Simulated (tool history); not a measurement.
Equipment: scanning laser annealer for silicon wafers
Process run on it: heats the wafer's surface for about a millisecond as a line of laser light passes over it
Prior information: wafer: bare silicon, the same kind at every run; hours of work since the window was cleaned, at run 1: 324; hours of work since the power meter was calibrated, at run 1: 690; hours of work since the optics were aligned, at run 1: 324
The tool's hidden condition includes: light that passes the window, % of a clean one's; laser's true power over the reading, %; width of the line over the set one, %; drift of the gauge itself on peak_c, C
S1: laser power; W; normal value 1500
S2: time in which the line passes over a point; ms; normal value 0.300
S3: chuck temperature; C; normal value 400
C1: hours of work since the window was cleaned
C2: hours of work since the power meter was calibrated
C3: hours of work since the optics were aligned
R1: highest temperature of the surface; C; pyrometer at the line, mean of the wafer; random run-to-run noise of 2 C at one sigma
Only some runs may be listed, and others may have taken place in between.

run,hour,S1,S2,S3,C1,C2,C3,R1
1,0.0,1500,0.300,400,324,690,324,1216
2,75.1,1500,0.214,400,362,728,362,1095
# hour 106.4: window over the wafer cleaned
3,163.7,1500,0.214,400,29,772,406,1115
4,207.2,1500,0.300,400,51,794,428,1237
5,304.8,1500,0.300,400,100,843,478,1229
6,395.3,1500,0.300,434,146,889,524,1260
7,436.9,1500,0.300,434,167,910,545,1255
8,496.6,1500,0.300,434,198,940,575,1254
9,545.9,1500,0.300,434,222,965,600,1248
10,599.5,1500,0.300,434,250,992,627,1245
11,679.7,1500,0.261,400,290,1033,667,1158
# hour 688.9: optics aligned, line set to its width
12,728.2,1500,0.261,400,312,1055,20,1150
13,808.8,1495,0.261,400,353,1096,61,1144
# hour 860.1: window over the wafer cleaned
14,895.1,1495,0.261,400,18,1138,103,1177
15,945.5,1467,0.308,400,43,1164,129,1215
16,1009.3,1467,0.327,369,76,1196,161,1204
17,1064.7,1500,0.213,400,104,1224,189,1100
# hour 1132.0: optics aligned, line set to its width, once more
18,1146.3,1544,0.247,405,142,1263,7,1194
19,1234.4,1533,0.270,405,187,1308,52,1215
20,1319.5,1533,0.315,425,230,1351,95,1290
21,1391.1,1533,0.277,423,266,1387,131,1234
22,1463.2,1533,0.277,423,303,1424,168,1231
23,1555.6,1500,0.276,375,350,1470,214,1155
# hour 1614.7: window over the wafer cleaned
24,1639.5,1365,0.284,433,13,1512,256,1156
25,1685.8,1365,0.284,433,36,1535,279,1154
26,1769.1,1296,0.284,428,78,1577,322,1097
27,1847.4,1312,0.300,400,118,1617,361,1094

Difference, measured minus no-hidden-state, one row per run. Run-to-run variation is common to both terms; the gauge's own scatter need not be:
run,R1
1,-34
2,-33
3,-10
4,-15
5,-20
6,-25
7,-28
8,-31
9,-34
10,-37
11,-39
12,-45
13,-48
14,-16
15,-20
16,-24
17,-24
18,-16
19,-21
20,-28
21,-31
22,-34
23,-38
24,-9
25,-11
26,-14
27,-18
